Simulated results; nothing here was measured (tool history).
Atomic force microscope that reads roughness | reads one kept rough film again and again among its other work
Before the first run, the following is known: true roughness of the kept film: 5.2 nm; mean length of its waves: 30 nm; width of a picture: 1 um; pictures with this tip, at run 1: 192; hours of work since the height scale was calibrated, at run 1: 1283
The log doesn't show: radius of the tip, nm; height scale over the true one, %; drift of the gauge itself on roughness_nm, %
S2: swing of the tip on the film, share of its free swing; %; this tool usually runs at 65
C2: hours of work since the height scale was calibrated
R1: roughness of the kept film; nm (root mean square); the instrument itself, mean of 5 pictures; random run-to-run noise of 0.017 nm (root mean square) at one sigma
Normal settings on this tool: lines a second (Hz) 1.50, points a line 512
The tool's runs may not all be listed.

Run 1, hour 0.0: usual settings; pictures with this tip 192; C2 1283. Result: R1 3.200 nm (root mean square).
Run 2, hour 34.1: usual settings; pictures with this tip 232; C2 1305. Result: R1 3.058 nm (root mean square).
Run 3, hour 82.3: usual settings; pictures with this tip 289; C2 1335. Result: R1 2.918 nm (root mean square).
Run 4, hour 110.4: usual settings; pictures with this tip 322; C2 1352. Result: R1 2.828 nm (root mean square).
Run 5, hour 147.6: usual settings; pictures with this tip 366; C2 1376. Result: R1 2.718 nm (root mean square).
At hour 151.0: new tip fitted.
Run 6, hour 192.9: usual settings; pictures with this tip 49; C2 1404. Result: R1 3.674 nm (root mean square).
At hour 200.1: height scale calibrated on a step standard.
Run 7, hour 232.3: usual settings but lines a second (Hz) 1.76; pictures with this tip 94; C2 20. Result: R1 3.565 nm (root mean square).
Run 8, hour 259.5: usual settings but points a line 786; pictures with this tip 127; C2 37. Result: R1 3.454 nm (root mean square).
Run 9, hour 302.7: usual settings but points a line 579; pictures with this tip 178; C2 64. Result: R1 3.293 nm (root mean square).
Run 10, hour 329.7: usual settings but lines a second (Hz) 2.50, S2 74 %, points a line 536; pictures with this tip 210; C2 81. Result: R1 2.929 nm (root mean square).
Run 11, hour 382.7: usual settings but lines a second (Hz) 0.52, S2 63 %, points a line 730; pictures with this tip 272; C2 114. Result: R1 3.116 nm (root mean square).
Run 12, hour 426.7: usual settings but lines a second (Hz) 0.52, S2 59 %, points a line 381; pictures with this tip 324; C2 142. Result: R1 2.975 nm (root mean square).
Run 13, hour 452.0: usual settings but points a line 859; pictures with this tip 354; C2 158. Result: R1 2.805 nm (root mean square).
At hour 465.2: new tip fitted.
Run 14, hour 513.3: usual settings but points a line 859; pictures with this tip 57; C2 195. Result: R1 3.739 nm (root mean square).
Run 15, hour 571.4: usual settings but points a line 859; pictures with this tip 126; C2 232. Result: R1 3.452 nm (root mean square).
Run 16, hour 602.9: usual settings but points a line 859; pictures with this tip 163; C2 252. Result: R1 3.305 nm (root mean square).

What differs in the tool's unlogged condition from the final listed run ahead of each entry between runs to the first listed run following it?
Between runs 5 and 6: new tip fitted (hour 151.0)
  radius of the tip, nm: 33.6 -> 13.7; height scale over the true one, %: -2.22 -> -2.27
  measured less the result without the state, R1: -1.280 -> -0.343 nm (root mean square)
Between runs 6 and 7: height scale calibrated on a step standard (hour 200.1)
  radius of the tip, nm: 13.7 -> 16.5; height scale over the true one, %: -2.27 -> -0.18
  measured less the result without the state, R1: -0.343 -> -0.435 nm (root mean square)
Between runs 13 and 14: new tip fitted (hour 465.2)
  radius of the tip, nm: 32.7 -> 14.1; height scale over the true one, %: -0.4 -> -0.46
  measured less the result without the state, R1: -1.197 -> -0.303 nm (root mean square)
